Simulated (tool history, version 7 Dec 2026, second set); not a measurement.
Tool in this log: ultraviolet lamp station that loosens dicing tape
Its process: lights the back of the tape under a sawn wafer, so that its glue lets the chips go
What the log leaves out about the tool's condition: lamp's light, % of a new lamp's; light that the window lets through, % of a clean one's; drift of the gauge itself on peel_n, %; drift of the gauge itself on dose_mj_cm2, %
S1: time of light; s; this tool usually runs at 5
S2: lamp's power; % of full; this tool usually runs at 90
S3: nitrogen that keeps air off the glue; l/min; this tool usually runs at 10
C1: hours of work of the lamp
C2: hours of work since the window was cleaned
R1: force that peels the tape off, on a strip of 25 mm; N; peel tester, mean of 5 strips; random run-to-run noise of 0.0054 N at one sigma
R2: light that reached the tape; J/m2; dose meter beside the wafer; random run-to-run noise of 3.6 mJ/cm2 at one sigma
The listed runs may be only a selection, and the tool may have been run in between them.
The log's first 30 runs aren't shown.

{"run": 31, "day": 25.188, "S1": 5, "S2": 71, "S3": 16, "C1": 806, "C2": 33, "R1": 0.277, "R2": 3360}
{"run": 32, "day": 25.85, "S1": 4, "S2": 92, "S3": 6, "C1": 815, "C2": 41, "R1": 0.669, "R2": 3420}
{"run": 33, "day": 26.862, "S1": 4, "S2": 80, "S3": 6, "C1": 828, "C2": 54, "R1": 0.948, "R2": 3030}
{"run": 34, "day": 28.067, "S1": 4, "S2": 80, "S3": 6, "C1": 843, "C2": 69, "R1": 0.962, "R2": 2990}
{"run": 35, "day": 28.712, "S1": 2, "S2": 68, "S3": 10, "C1": 851, "C2": 77, "R1": 2.68, "R2": 1280}
{"run": 36, "day": 29.258, "S1": 2, "S2": 66, "S3": 3, "C1": 858, "C2": 84, "R1": 4.149, "R2": 1200}
{"run": 37, "day": 30.079, "S1": 7, "S2": 96, "S3": 10, "C1": 868, "C2": 95, "R1": 0.095, "R2": 6130}
{"run": 38, "day": 31.067, "S1": 9, "S2": 65, "S3": 5, "C1": 881, "C2": 107, "R1": 0.266, "R2": 5340}
{"run": 39, "day": 31.942, "S1": 9, "S2": 67, "S3": 10, "C1": 892, "C2": 118, "R1": 0.121, "R2": 5450}
{"run": 40, "day": 32.862, "S1": 9, "S2": 67, "S3": 10, "C1": 904, "C2": 130, "R1": 0.118, "R2": 5370}

Predict each of these 3 candidate next runs independently; none follows another, all start after run 40:
{"run": "A", "day": 33.838, "S1": 9, "S2": 67, "S3": 9, "C1": 916, "C2": 142, "R1": "?", "R2": "?"}
{"run": "B", "day": 33.838, "S1": 3, "S2": 88, "S3": 10, "C1": 916, "C2": 142, "R1": "?", "R2": "?"}
{"run": "C", "day": 33.838, "S1": 9, "S2": 80, "S3": 15, "C1": 916, "C2": 142, "R1": "?", "R2": "?"}

run=A R1=0.137 R2=5380
run=B R1=1.012 R2=2310
run=C R1=0.076 R2=6400
With no hidden state in the tool, these same runs would have given:
run=A R1=0.073 R2=7990
run=B R1=0.396 R2=3450
run=C R1=0.067 R2=9520
